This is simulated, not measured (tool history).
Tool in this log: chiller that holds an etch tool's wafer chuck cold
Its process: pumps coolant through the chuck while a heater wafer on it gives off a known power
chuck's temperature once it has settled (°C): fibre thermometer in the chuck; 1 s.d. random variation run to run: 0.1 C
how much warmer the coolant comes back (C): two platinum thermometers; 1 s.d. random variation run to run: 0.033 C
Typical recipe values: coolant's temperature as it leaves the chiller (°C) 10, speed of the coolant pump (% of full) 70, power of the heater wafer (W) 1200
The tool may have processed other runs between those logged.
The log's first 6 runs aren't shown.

run    hour  coolant's temperature as it leaves the chiller (°C)  speed of the coolant pump (% of full)  power of the heater wafer (W)  chuck's temperature once it has settled (°C)  how much warmer the coolant comes back (C)
      777.8  -- chiller's thermometer calibrated
  7   856.1                                                   10                                     70                           1200                                          22.7                                        4.73
  8     990                                                   10                                     70                           1200                                          22.6                                         4.8
  9  1089.7                                                   10                                     70                           1200                                          22.6                                        4.76
 10  1171.6                                                   10                                     70                           1200                                          22.7                                        4.81
 11  1289.2                                                   10                                     70                           1200                                          22.8                                        4.86
 12  1428.9                                                   10                                     90                           1200                                          19.9                                         3.7
 13  1585.7                                                   10                                     70                           1200                                          22.7                                        4.93
 14  1680.2                                                   10                                     76                           1200                                          21.7                                        4.47
 15  1773.9                                                   10                                     76                           1200                                          21.6                                        4.48
 16  1949.6                                                   10                                     76                           1200                                          21.7                                        4.48
 17  2118.1                                                   10                                     76                           1200                                          21.8                                        4.49
     2169.1  -- gauge calibrated
 18  2305.6                                                   10                                     76                           1200                                          21.6                                        4.31
 19  2448.7                                                   10                                     76                           1200                                          21.6                                        4.34
 20  2553.8                                                   10                                     76                           1200                                          21.7                                         4.4
 21  2734.2                                                   10                                     76                           1200                                          21.6                                        4.35
     2791.6  -- coolant changed, channels flushed
 22  2918.4                                                   10                                     76                           1200                                          21.8                                        4.39
 23  3077.7                                                    8                                     88                           1200                                          17.9                                        3.72
     3150.1  -- chiller's thermometer calibrated
 24  3219.7                                                    8                                     88                           1200                                          17.9                                        3.78
 25  3377.7                                                   17                                     72                           1647                                            34                                        6.37
 26  3479.2                                                   19                                     83                           1283                                          30.5                                        4.29

What does the tool deliver on the next run?
 27  3616.4                                                   10                                     88                            992                                             ?                                           ?

{"run 27": {"chuck's temperature once it has settled (°C)": 18.4, "how much warmer the coolant comes back (C)": 3.23}}
With the hidden condition absent and the run-to-run variation left alone, this run would have shown chuck's temperature once it has settled (°C) 18.4, how much warmer the coolant comes back (C) 3.07.

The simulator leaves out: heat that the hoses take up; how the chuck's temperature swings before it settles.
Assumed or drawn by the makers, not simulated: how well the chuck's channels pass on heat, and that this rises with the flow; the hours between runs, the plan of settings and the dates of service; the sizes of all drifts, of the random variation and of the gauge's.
